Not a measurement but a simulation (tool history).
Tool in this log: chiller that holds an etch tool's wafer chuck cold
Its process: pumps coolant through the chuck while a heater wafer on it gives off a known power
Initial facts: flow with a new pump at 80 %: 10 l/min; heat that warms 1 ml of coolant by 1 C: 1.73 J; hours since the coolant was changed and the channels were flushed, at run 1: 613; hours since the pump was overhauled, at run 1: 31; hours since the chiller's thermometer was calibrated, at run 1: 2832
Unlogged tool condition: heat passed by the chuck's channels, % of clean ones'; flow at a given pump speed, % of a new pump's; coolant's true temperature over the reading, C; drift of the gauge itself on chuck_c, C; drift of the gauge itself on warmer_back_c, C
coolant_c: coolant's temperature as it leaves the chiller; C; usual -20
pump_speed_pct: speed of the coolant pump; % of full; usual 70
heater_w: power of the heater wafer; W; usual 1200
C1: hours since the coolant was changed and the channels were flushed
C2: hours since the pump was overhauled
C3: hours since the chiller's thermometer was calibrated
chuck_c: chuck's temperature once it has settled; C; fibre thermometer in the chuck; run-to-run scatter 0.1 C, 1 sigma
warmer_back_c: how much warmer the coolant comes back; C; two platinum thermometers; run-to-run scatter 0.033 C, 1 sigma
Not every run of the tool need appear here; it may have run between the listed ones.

run 1 hour=0 | coolant_c=-20 pump_speed_pct=70 heater_w=1200 | C1=613 C2=31 C3=2832 | chuck_c=-9 warmer_back_c=4.81
run 2 hour=60.2 | coolant_c=-20 pump_speed_pct=94 heater_w=1200 | C1=673 C2=92 C3=2893 | chuck_c=-10.6 warmer_back_c=3.52
run 3 hour=115.3 | coolant_c=-20 pump_speed_pct=70 heater_w=1200 | C1=728 C2=147 C3=2948 | chuck_c=-8.8 warmer_back_c=4.88
run 4 hour=158.8 | coolant_c=-20 pump_speed_pct=70 heater_w=1114 | C1=771 C2=190 C3=2991 | chuck_c=-9.6 warmer_back_c=4.49
-- hour=228 chiller's thermometer calibrated
run 5 hour=228.3 | coolant_c=-20 pump_speed_pct=70 heater_w=1114 | C1=840 C2=259 C3=0 | chuck_c=-9.6 warmer_back_c=4.51
run 6 hour=297.2 | coolant_c=-20 pump_speed_pct=70 heater_w=1032 | C1=909 C2=328 C3=69 | chuck_c=-10.3 warmer_back_c=4.17
run 7 hour=359.4 | coolant_c=-20 pump_speed_pct=70 heater_w=1032 | C1=971 C2=390 C3=131 | chuck_c=-10.3 warmer_back_c=4.08
run 8 hour=402.4 | coolant_c=-20 pump_speed_pct=70 heater_w=1032 | C1=1014 C2=433 C3=174 | chuck_c=-10.2 warmer_back_c=4.1
run 9 hour=447.8 | coolant_c=-20 pump_speed_pct=70 heater_w=1032 | C1=1059 C2=478 C3=220 | chuck_c=-10.3 warmer_back_c=4.07
run 10 hour=507.6 | coolant_c=-20 pump_speed_pct=70 heater_w=1032 | C1=1119 C2=538 C3=280 | chuck_c=-10.4 warmer_back_c=4.11
run 11 hour=537.3 | coolant_c=-20 pump_speed_pct=70 heater_w=1200 | C1=1149 C2=568 C3=309 | chuck_c=-8.7 warmer_back_c=4.75
run 12 hour=592.6 | coolant_c=-20 pump_speed_pct=70 heater_w=1200 | C1=1204 C2=623 C3=365 | chuck_c=-8.5 warmer_back_c=4.72
run 13 hour=636.7 | coolant_c=-13 pump_speed_pct=70 heater_w=1200 | C1=1248 C2=667 C3=409 | chuck_c=-1.8 warmer_back_c=4.69
run 14 hour=669.8 | coolant_c=-20 pump_speed_pct=70 heater_w=1200 | C1=1281 C2=700 C3=442 | chuck_c=-8.7 warmer_back_c=4.68
run 15 hour=725.2 | coolant_c=-20 pump_speed_pct=70 heater_w=1200 | C1=1337 C2=756 C3=497 | chuck_c=-8.6 warmer_back_c=4.66
run 16 hour=765.5 | coolant_c=-20 pump_speed_pct=70 heater_w=1200 | C1=1377 C2=796 C3=538 | chuck_c=-8.6 warmer_back_c=4.74
run 17 hour=826.5 | coolant_c=-20 pump_speed_pct=87 heater_w=1579 | C1=1438 C2=857 C3=598 | chuck_c=-7.1 warmer_back_c=4.79
run 18 hour=898 | coolant_c=-20 pump_speed_pct=70 heater_w=1581 | C1=1510 C2=928 C3=670 | chuck_c=-5 warmer_back_c=6.15
run 19 hour=940.8 | coolant_c=-20 pump_speed_pct=70 heater_w=1581 | C1=1552 C2=971 C3=713 | chuck_c=-5.4 warmer_back_c=6.18
run 20 hour=975.6 | coolant_c=-18 pump_speed_pct=90 heater_w=1200 | C1=1587 C2=1006 C3=748 | chuck_c=-8.5 warmer_back_c=3.43
run 21 hour=1014.5 | coolant_c=-29 pump_speed_pct=90 heater_w=1200 | C1=1626 C2=1045 C3=786 | chuck_c=-19.5 warmer_back_c=3.47
run 22 hour=1057.6 | coolant_c=-20 pump_speed_pct=79 heater_w=701 | C1=1669 C2=1088 C3=830 | chuck_c=-14 warmer_back_c=2.29
run 23 hour=1127.5 | coolant_c=-20 pump_speed_pct=67 heater_w=701 | C1=1739 C2=1158 C3=899 | chuck_c=-13.3 warmer_back_c=2.73
run 24 hour=1188.9 | coolant_c=-22 pump_speed_pct=89 heater_w=701 | C1=1800 C2=1219 C3=961 | chuck_c=-16.2 warmer_back_c=1.88
run 25 hour=1258.9 | coolant_c=-22 pump_speed_pct=89 heater_w=701 | C1=1870 C2=1289 C3=1031 | chuck_c=-16.5 warmer_back_c=1.89
run 26 hour=1330.5 | coolant_c=-20 pump_speed_pct=97 heater_w=1200 | C1=1942 C2=1361 C3=1102 | chuck_c=-10.8 warmer_back_c=3.05
run 27 hour=1370 | coolant_c=-18 pump_speed_pct=70 heater_w=953 | C1=1982 C2=1400 C3=1142 | chuck_c=-9.2 warmer_back_c=3.56
run 28 hour=1403.2 | coolant_c=-18 pump_speed_pct=70 heater_w=953 | C1=2015 C2=1434 C3=1175 | chuck_c=-8.9 warmer_back_c=3.56
run 29 hour=1451.4 | coolant_c=-14 pump_speed_pct=70 heater_w=1200 | C1=2063 C2=1482 C3=1223 | chuck_c=-2.9 warmer_back_c=4.56
run 30 hour=1514.5 | coolant_c=-16 pump_speed_pct=81 heater_w=802 | C1=2126 C2=1545 C3=1286 | chuck_c=-9.2 warmer_back_c=2.47
run 31 hour=1571.9 | coolant_c=-16 pump_speed_pct=90 heater_w=802 | C1=2183 C2=1602 C3=1344 | chuck_c=-9.5 warmer_back_c=2.14

Across each entry between runs, compare the hidden state at the last listed run before it with the hidden state at the first listed run after it:
From run 4 to run 5: chiller's thermometer calibrated (hour 228)
  coolant's true temperature over the reading, C: 0.01 -> 0; drift of the gauge itself on warmer_back_c, C: -0.03 -> -0.05
  what was measured, less what the result would be without the hidden state, warmer_back_c: -0.03 -> -0.05 C

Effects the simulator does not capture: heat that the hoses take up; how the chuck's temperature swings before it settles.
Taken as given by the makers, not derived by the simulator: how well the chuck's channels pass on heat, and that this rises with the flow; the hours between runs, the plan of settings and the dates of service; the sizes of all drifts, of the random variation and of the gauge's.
